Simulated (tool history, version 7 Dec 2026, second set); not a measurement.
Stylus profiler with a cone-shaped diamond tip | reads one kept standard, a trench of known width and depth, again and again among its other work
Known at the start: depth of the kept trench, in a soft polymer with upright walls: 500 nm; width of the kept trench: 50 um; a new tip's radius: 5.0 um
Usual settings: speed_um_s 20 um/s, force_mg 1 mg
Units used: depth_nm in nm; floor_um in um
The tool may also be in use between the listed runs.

run 1 day=0 | speed_um_s=20 force_mg=1 | depth_nm=501.67 floor_um=45.26
run 2 day=1.504 | speed_um_s=51 force_mg=1 | depth_nm=501.49 floor_um=45.15
run 3 day=2.388 | speed_um_s=19 force_mg=1 | depth_nm=501.48 floor_um=45.25
run 4 day=3.804 | speed_um_s=19 force_mg=1 | depth_nm=501.4 floor_um=45.27
run 5 day=5.254 | speed_um_s=19 force_mg=1 | depth_nm=501.24 floor_um=45.26
run 6 day=6.175 | speed_um_s=20 force_mg=2.06 | depth_nm=502.93 floor_um=45.26
run 7 day=7.45 | speed_um_s=20 force_mg=2.14 | depth_nm=502.94 floor_um=45.22
run 8 day=8.571 | speed_um_s=20 force_mg=2.14 | depth_nm=502.95 floor_um=45.19
run 9 day=9.646 | speed_um_s=75 force_mg=1 | depth_nm=501.4 floor_um=44.96
run 10 day=10.5 | speed_um_s=75 force_mg=1 | depth_nm=501.16 floor_um=44.95
run 11 day=11.388 | speed_um_s=75 force_mg=1 | depth_nm=501.28 floor_um=44.91
run 12 day=12.854 | speed_um_s=75 force_mg=1.9 | depth_nm=502.5 floor_um=45.03
run 13 day=13.546 | speed_um_s=75 force_mg=1.9 | depth_nm=502.33 floor_um=44.98
run 14 day=14.283 | speed_um_s=75 force_mg=1.9 | depth_nm=502.53 floor_um=45.02
run 15 day=15.442 | speed_um_s=75 force_mg=1.9 | depth_nm=502.32 floor_um=44.98
run 16 day=16.154 | speed_um_s=20 force_mg=1 | depth_nm=500.91 floor_um=45.16
run 17 day=17.479 | speed_um_s=20 force_mg=1 | depth_nm=501.03 floor_um=45.15
-- day=18.038 height scale calibrated on a step standard
run 18 day=18.892 | speed_um_s=20 force_mg=1 | depth_nm=500.82 floor_um=45.17
run 19 day=19.821 | speed_um_s=20 force_mg=1 | depth_nm=500.57 floor_um=45.13
run 20 day=20.521 | speed_um_s=20 force_mg=2.35 | depth_nm=502.66 floor_um=45.18
-- day=21.646 height scale calibrated on a step standard, once more
run 21 day=22.05 | speed_um_s=20 force_mg=1 | depth_nm=503.01 floor_um=45.15
run 22 day=23.154 | speed_um_s=37 force_mg=0.35 | depth_nm=501.78 floor_um=44.9
run 23 day=24.125 | speed_um_s=37 force_mg=0.35 | depth_nm=501.68 floor_um=44.89
run 24 day=25.658 | speed_um_s=37 force_mg=0.35 | depth_nm=501.41 floor_um=44.9
run 25 day=26.892 | speed_um_s=62 force_mg=1.15 | depth_nm=503 floor_um=44.84
run 26 day=27.583 | speed_um_s=6 force_mg=0.37 | depth_nm=501.56 floor_um=45.11
run 27 day=28.575 | speed_um_s=30 force_mg=0.41 | depth_nm=501.63 floor_um=44.93
run 28 day=29.292 | speed_um_s=24 force_mg=0.43 | depth_nm=501.6 floor_um=45.04
run 29 day=30.825 | speed_um_s=21 force_mg=0.65 | depth_nm=501.91 floor_um=45.05
run 30 day=31.817 | speed_um_s=21 force_mg=0.65 | depth_nm=501.94 floor_um=45.03
run 31 day=32.583 | speed_um_s=6 force_mg=1.89 | depth_nm=503.91 floor_um=45.12
run 32 day=33.775 | speed_um_s=9 force_mg=0.5 | depth_nm=501.35 floor_um=45.08
run 33 day=34.879 | speed_um_s=19 force_mg=0.68 | depth_nm=501.91 floor_um=45.02
run 34 day=35.758 | speed_um_s=20 force_mg=1.16 | depth_nm=502.62 floor_um=45.04
run 35 day=37.262 | speed_um_s=20 force_mg=1.64 | depth_nm=503.7 floor_um=45.06
run 36 day=37.975 | speed_um_s=20 force_mg=1.64 | depth_nm=503.42 floor_um=45.07
run 37 day=38.992 | speed_um_s=15 force_mg=1.19 | depth_nm=502.68 floor_um=45.1
run 38 day=40.346 | speed_um_s=15 force_mg=1.19 | depth_nm=502.65 floor_um=45.12
run 39 day=41.571 | speed_um_s=27 force_mg=0.41 | depth_nm=501.13 floor_um=44.92
run 40 day=43.083 | speed_um_s=27 force_mg=0.41 | depth_nm=501.13 floor_um=44.85
run 41 day=44.225 | speed_um_s=7 force_mg=0.61 | depth_nm=501.67 floor_um=45.01
run 42 day=45.271 | speed_um_s=7 force_mg=1.54 | depth_nm=503.01 floor_um=45.05

Measured less the same run without the tool's hidden state. The same run-to-run variation is in both; the gauge's scatter may not be:
Hidden conditions of the tool in this case: radius of the tip, um; height scale over the true one, %; drift of the gauge itself on depth_nm, %; drift of the gauge itself on floor_um, %.
run=1 depth_nm=-0.99 floor_um=-0.27
run=2 depth_nm=-1.04 floor_um=-0.28
run=3 depth_nm=-1.07 floor_um=-0.28
run=4 depth_nm=-1.12 floor_um=-0.3
run=5 depth_nm=-1.17 floor_um=-0.3
run=6 depth_nm=-1.2 floor_um=-0.31
run=7 depth_nm=-1.25 floor_um=-0.32
run=8 depth_nm=-1.29 floor_um=-0.33
run=9 depth_nm=-1.32 floor_um=-0.33
run=10 depth_nm=-1.35 floor_um=-0.34
run=11 depth_nm=-1.38 floor_um=-0.35
run=12 depth_nm=-1.43 floor_um=-0.35
run=13 depth_nm=-1.46 floor_um=-0.36
run=14 depth_nm=-1.48 floor_um=-0.36
run=15 depth_nm=-1.52 floor_um=-0.38
run=16 depth_nm=-1.54 floor_um=-0.38
run=17 depth_nm=-1.58 floor_um=-0.39
run=18 depth_nm=-1.81 floor_um=-0.4
run=19 depth_nm=-1.84 floor_um=-0.4
run=20 depth_nm=-1.88 floor_um=-0.41
run=21 depth_nm=+0.37 floor_um=-0.42
run=22 depth_nm=+0.33 floor_um=-0.43
run=23 depth_nm=+0.3 floor_um=-0.43
run=24 depth_nm=+0.25 floor_um=-0.44
run=25 depth_nm=+0.21 floor_um=-0.46
run=26 depth_nm=+0.19 floor_um=-0.45
run=27 depth_nm=+0.16 floor_um=-0.47
run=28 depth_nm=+0.13 floor_um=-0.47
run=29 depth_nm=+0.08 floor_um=-0.48
run=30 depth_nm=+0.05 floor_um=-0.49
run=31 depth_nm=+0.02 floor_um=-0.49
run=32 depth_nm=-0.02 floor_um=-0.5
run=33 depth_nm=-0.06 floor_um=-0.5
run=34 depth_nm=-0.08 floor_um=-0.51
run=35 depth_nm=-0.14 floor_um=-0.52
run=36 depth_nm=-0.16 floor_um=-0.53
run=37 depth_nm=-0.2 floor_um=-0.53
run=38 depth_nm=-0.24 floor_um=-0.55
run=39 depth_nm=-0.28 floor_um=-0.55
run=40 depth_nm=-0.34 floor_um=-0.56
run=41 depth_nm=-0.38 floor_um=-0.56
run=42 depth_nm=-0.41 floor_um=-0.58
